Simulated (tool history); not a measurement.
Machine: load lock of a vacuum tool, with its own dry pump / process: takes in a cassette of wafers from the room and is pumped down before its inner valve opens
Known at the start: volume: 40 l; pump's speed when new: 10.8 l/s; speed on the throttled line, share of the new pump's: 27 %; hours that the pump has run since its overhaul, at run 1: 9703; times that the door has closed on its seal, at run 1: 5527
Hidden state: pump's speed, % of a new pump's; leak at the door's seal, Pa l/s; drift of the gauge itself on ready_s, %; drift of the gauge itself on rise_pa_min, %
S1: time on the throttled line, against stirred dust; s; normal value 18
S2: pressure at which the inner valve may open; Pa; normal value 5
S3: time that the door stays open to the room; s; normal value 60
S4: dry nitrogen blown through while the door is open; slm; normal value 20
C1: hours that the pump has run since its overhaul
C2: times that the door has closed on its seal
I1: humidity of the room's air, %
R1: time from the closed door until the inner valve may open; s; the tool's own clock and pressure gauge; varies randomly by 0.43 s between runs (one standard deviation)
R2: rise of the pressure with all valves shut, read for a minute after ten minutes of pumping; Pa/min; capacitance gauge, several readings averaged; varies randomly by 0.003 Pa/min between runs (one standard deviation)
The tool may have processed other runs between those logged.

Run 1, day 0.000: usual settings; C1 9703; C2 5527; I1 50.9. Result: R1 58.0 s, R2 0.051 Pa/min.
Run 2, day 3.096: usual settings; C1 9777; C2 5679; I1 44.8. Result: R1 57.2 s, R2 0.047 Pa/min.
Run 3, day 5.350: usual settings; C1 9831; C2 5790; I1 45.3. Result: R1 57.9 s, R2 0.046 Pa/min.
Run 4, day 8.175: usual settings; C1 9899; C2 5929; I1 45.8. Result: R1 58.0 s, R2 0.046 Pa/min.
Run 5, day 10.312: usual settings; C1 9950; C2 6034; I1 43.8. Result: R1 57.5 s, R2 0.043 Pa/min.
Run 6, day 12.171: usual settings but S4 4 slm; C1 9995; C2 6126; I1 45.6. Result: R1 58.1 s, R2 0.052 Pa/min.
Run 7, day 14.162: usual settings but S4 14 slm; C1 10043; C2 6224; I1 41.1. Result: R1 58.5 s, R2 0.048 Pa/min.
Run 8, day 17.992: usual settings but S4 14 slm; C1 10135; C2 6412; I1 48.2. Result: R1 57.5 s, R2 0.055 Pa/min.
Run 9, day 21.396: usual settings but S4 14 slm; C1 10216; C2 6579; I1 44.4. Result: R1 58.1 s, R2 0.052 Pa/min.
Run 10, day 24.050: usual settings but S4 14 slm; C1 10280; C2 6710; I1 46.2. Result: R1 57.6 s, R2 0.052 Pa/min.
Run 11, day 26.875: usual settings but S4 10 slm; C1 10348; C2 6849; I1 43.0. Result: R1 57.6 s, R2 0.057 Pa/min.
Run 12, day 29.300: usual settings but S3 79 s; C1 10406; C2 6968; I1 45.5. Result: R1 57.8 s, R2 0.052 Pa/min.
Run 13, day 31.021: usual settings but S3 79 s; C1 10447; C2 7053; I1 45.6. Result: R1 57.8 s, R2 0.051 Pa/min.
Run 14, day 33.717: usual settings; C1 10512; C2 7185; I1 44.8. Result: R1 58.4 s, R2 0.049 Pa/min.
At day 34.188: dry pump taken out, an overhauled one fitted.
Run 15, day 37.058: usual settings; C1 69; C2 7337; I1 45.5. Result: R1 51.4 s, R2 0.050 Pa/min.
Run 16, day 39.254: usual settings; C1 122; C2 7445; I1 44.0. Result: R1 50.6 s, R2 0.050 Pa/min.
Run 17, day 42.592: usual settings but S1 11 s; C1 202; C2 7609; I1 42.9. Result: R1 45.1 s, R2 0.049 Pa/min.
Run 18, day 44.933: usual settings but S1 11 s; C1 258; C2 7724; I1 44.7. Result: R1 45.7 s, R2 0.056 Pa/min.
Run 19, day 47.962: usual settings but S1 11 s; C1 331; C2 7874; I1 43.2. Result: R1 45.3 s, R2 0.043 Pa/min.
Run 20, day 50.950: usual settings but S1 12 s, S3 237 s; C1 402; C2 8020; I1 44.0. Result: R1 46.3 s, R2 0.095 Pa/min.
Run 21, day 54.592: usual settings but S1 27 s, S2 9 Pa, S3 237 s, S4 14 slm; C1 490; C2 8199; I1 49.0. Result: R1 55.1 s, R2 0.112 Pa/min.
Run 22, day 57.608: usual settings but S1 27 s, S2 9 Pa, S3 237 s, S4 18 slm; C1 562; C2 8348; I1 44.2. Result: R1 55.9 s, R2 0.098 Pa/min.
Run 23, day 60.812: usual settings but S1 23 s, S3 56 s, S4 34 slm; C1 639; C2 8506; I1 42.2. Result: R1 54.6 s, R2 0.045 Pa/min.
Run 24, day 63.254: usual settings but S1 23 s, S2 6 Pa, S3 90 s, S4 42 slm; C1 698; C2 8626; I1 48.0. Result: R1 54.0 s, R2 0.054 Pa/min.
Run 25, day 65.729: usual settings but S4 17 slm; C1 757; C2 8747; I1 45.2. Result: R1 50.1 s, R2 0.053 Pa/min.
Run 26, day 69.083: usual settings but S4 17 slm; C1 837; C2 8912; I1 44.7. Result: R1 51.5 s, R2 0.060 Pa/min.
Run 27, day 72.746: usual settings; C1 925; C2 9092; I1 44.7. Result: R1 51.0 s, R2 0.058 Pa/min.
Run 28, day 74.962: usual settings; C1 979; C2 9201; I1 47.5. Result: R1 51.4 s, R2 0.053 Pa/min.
Run 29, day 78.133: usual settings but S1 13 s, S3 173 s, S4 26 slm; C1 1055; C2 9357; I1 42.5. Result: R1 48.8 s, R2 0.076 Pa/min.
Run 30, day 81.988: usual settings but S1 13 s, S3 173 s, S4 26 slm; C1 1147; C2 9547; I1 45.2. Result: R1 47.8 s, R2 0.081 Pa/min.
Run 31, day 84.804: usual settings but S2 6 Pa; C1 1215; C2 9685; I1 45.4. Result: R1 51.2 s, R2 0.053 Pa/min.
Run 32, day 87.717: usual settings but S2 9 Pa; C1 1285; C2 9829; I1 47.7. Result: R1 48.2 s, R2 0.057 Pa/min.
Run 33, day 91.479: usual settings but S1 27 s; C1 1375; C2 10014; I1 45.6. Result: R1 58.5 s, R2 0.056 Pa/min.
Run 34, day 93.879: usual settings but S1 27 s; C1 1433; C2 10132; I1 43.7. Result: R1 58.0 s, R2 0.059 Pa/min.
Run 35, day 96.050: usual settings but S1 20 s, S2 7 Pa, S3 152 s; C1 1485; C2 10239; I1 45.9. Result: R1 51.9 s, R2 0.084 Pa/min.
Run 36, day 99.683: usual settings but S1 24 s, S2 9 Pa, S3 152 s; C1 1572; C2 10417; I1 41.7. Result: R1 53.6 s, R2 0.075 Pa/min.
Run 37, day 102.796: usual settings but S3 192 s; C1 1647; C2 10570; I1 44.3. Result: R1 51.9 s, R2 0.092 Pa/min.

How would selected steps in R1 from run to run divide? Give the signed amount a tool lacking its hidden state would still show from settings, what came in and random variation, and the signed amount left for the hidden state, including any gauge scatter that is not in both of the compared results.
Run 2 -> 3: no setting changed, nothing entered. R1 +0.7 s: hidden state +0.2, all else +0.5.
Run 10 -> 11: S4 14 -> 10. R1 +0.0 s: hidden state +0.2, all else -0.2.
Run 14 -> 15: dry pump taken out, an overhauled one fitted. R1 -7.0 s: hidden state -7.5, all else +0.5.
Run 20 -> 21: S1 12 -> 27, S2 5 -> 9, S4 20 -> 14. R1 +8.8 s: hidden state -0.1, all else +8.9.
Run 32 -> 33: S1 18 -> 27, S2 9 -> 5. R1 +10.3 s: hidden state +0.1, all else +10.2.

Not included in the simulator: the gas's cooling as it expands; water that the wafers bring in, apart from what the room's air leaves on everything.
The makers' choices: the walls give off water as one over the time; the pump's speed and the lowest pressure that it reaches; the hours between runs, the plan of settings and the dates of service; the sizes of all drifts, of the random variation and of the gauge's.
